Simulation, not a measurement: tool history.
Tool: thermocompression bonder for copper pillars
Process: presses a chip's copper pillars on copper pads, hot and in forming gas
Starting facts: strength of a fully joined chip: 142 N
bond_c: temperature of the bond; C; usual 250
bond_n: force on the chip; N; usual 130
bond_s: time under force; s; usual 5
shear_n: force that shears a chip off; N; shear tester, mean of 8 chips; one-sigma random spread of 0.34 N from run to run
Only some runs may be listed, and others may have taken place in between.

Run 1, day 0: usual settings. Result: shear_n 60.9 N.
At day 1.696: forming gas filter changed.
Run 2, day 1.704: usual settings. Result: shear_n 61.1 N.
Run 3, day 2.658: usual settings. Result: shear_n 60.8 N.
Run 4, day 4.092: usual settings. Result: shear_n 60.7 N.
Run 5, day 5.05: usual settings. Result: shear_n 60.9 N.
Run 6, day 6.179: usual settings. Result: shear_n 62 N.
Run 7, day 7.417: usual settings. Result: shear_n 61.3 N.
Run 8, day 9.096: usual settings. Result: shear_n 61.1 N.
Run 9, day 10.071: usual settings. Result: shear_n 60.6 N.
Run 10, day 10.829: usual settings. Result: shear_n 61 N.
Run 11, day 11.583: usual settings but bond_n 149 N. Result: shear_n 68.8 N.
At day 12.358: forming gas filter changed.
Run 12, day 12.883: usual settings but bond_n 149 N. Result: shear_n 68.6 N.
Run 13, day 13.662: usual settings but bond_n 149 N, bond_s 8 s. Result: shear_n 80.6 N.
Run 14, day 14.629: usual settings but bond_c 232 C. Result: shear_n 47.5 N.
Run 15, day 15.479: usual settings but bond_c 232 C. Result: shear_n 46.9 N.
Run 16, day 17.088: usual settings but bond_n 137 N. Result: shear_n 63.6 N.
Run 17, day 17.958: usual settings but bond_n 137 N. Result: shear_n 64.4 N.
Run 18, day 18.879: usual settings but bond_n 187 N. Result: shear_n 83.1 N.
Run 19, day 20.096: usual settings but bond_n 187 N. Result: shear_n 83.5 N.

Expected results for the next run?
Run 20, day 21.196: usual settings but bond_n 81 N, bond_s 10 s. Result: shear_n ?.

shear_n: 49.9 N
The same run, on a tool lacking any hidden state, would have yielded shear_n 50.6 N.

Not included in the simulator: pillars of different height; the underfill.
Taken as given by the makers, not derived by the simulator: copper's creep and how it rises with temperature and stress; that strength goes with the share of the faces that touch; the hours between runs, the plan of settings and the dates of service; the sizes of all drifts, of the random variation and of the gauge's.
